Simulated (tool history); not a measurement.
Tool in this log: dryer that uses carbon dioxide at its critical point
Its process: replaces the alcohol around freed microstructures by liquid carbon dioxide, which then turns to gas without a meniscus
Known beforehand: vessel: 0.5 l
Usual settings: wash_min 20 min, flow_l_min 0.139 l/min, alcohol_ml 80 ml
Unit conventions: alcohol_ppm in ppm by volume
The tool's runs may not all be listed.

run 1 hour=0.0 | wash_min=20 flow_l_min=0.139 alcohol_ml=80 | alcohol_ppm=4499
run 2 hour=20.5 | wash_min=20 flow_l_min=0.139 alcohol_ml=55 | alcohol_ppm=3239
run 3 hour=33.8 | wash_min=20 flow_l_min=0.139 alcohol_ml=55 | alcohol_ppm=3285
run 4 hour=64.6 | wash_min=20 flow_l_min=0.139 alcohol_ml=55 | alcohol_ppm=3474
run 5 hour=85.5 | wash_min=20 flow_l_min=0.139 alcohol_ml=69 | alcohol_ppm=4571
run 6 hour=104.3 | wash_min=20 flow_l_min=0.139 alcohol_ml=69 | alcohol_ppm=2241
run 7 hour=124.5 | wash_min=20 flow_l_min=0.132 alcohol_ml=69 | alcohol_ppm=2836
run 8 hour=146.9 | wash_min=24 flow_l_min=0.132 alcohol_ml=43 | alcohol_ppm=884
run 9 hour=168.2 | wash_min=24 flow_l_min=0.132 alcohol_ml=43 | alcohol_ppm=936
run 10 hour=183.9 | wash_min=24 flow_l_min=0.132 alcohol_ml=43 | alcohol_ppm=931
run 11 hour=201.7 | wash_min=24 flow_l_min=0.126 alcohol_ml=21 | alcohol_ppm=614
run 12 hour=220.1 | wash_min=12 flow_l_min=0.186 alcohol_ml=49 | alcohol_ppm=4313

Removed from this log: 1 entry logged between the listed runs. Between which two listed runs does each belong, and how does the tool's hidden state at the listed run before it compare with that at the listed run after it?
After run 5, before run 6: inlet filter changed (hour 100.9)
  flow that reaches the vessel past the clogged filter, %: 82.5 -> 99.7; alcohol in the recycled carbon dioxide, ppm: 58.3 -> 61.3
  measured value less the no-hidden-state value, alcohol_ppm: +2390 -> +80 ppm by volume

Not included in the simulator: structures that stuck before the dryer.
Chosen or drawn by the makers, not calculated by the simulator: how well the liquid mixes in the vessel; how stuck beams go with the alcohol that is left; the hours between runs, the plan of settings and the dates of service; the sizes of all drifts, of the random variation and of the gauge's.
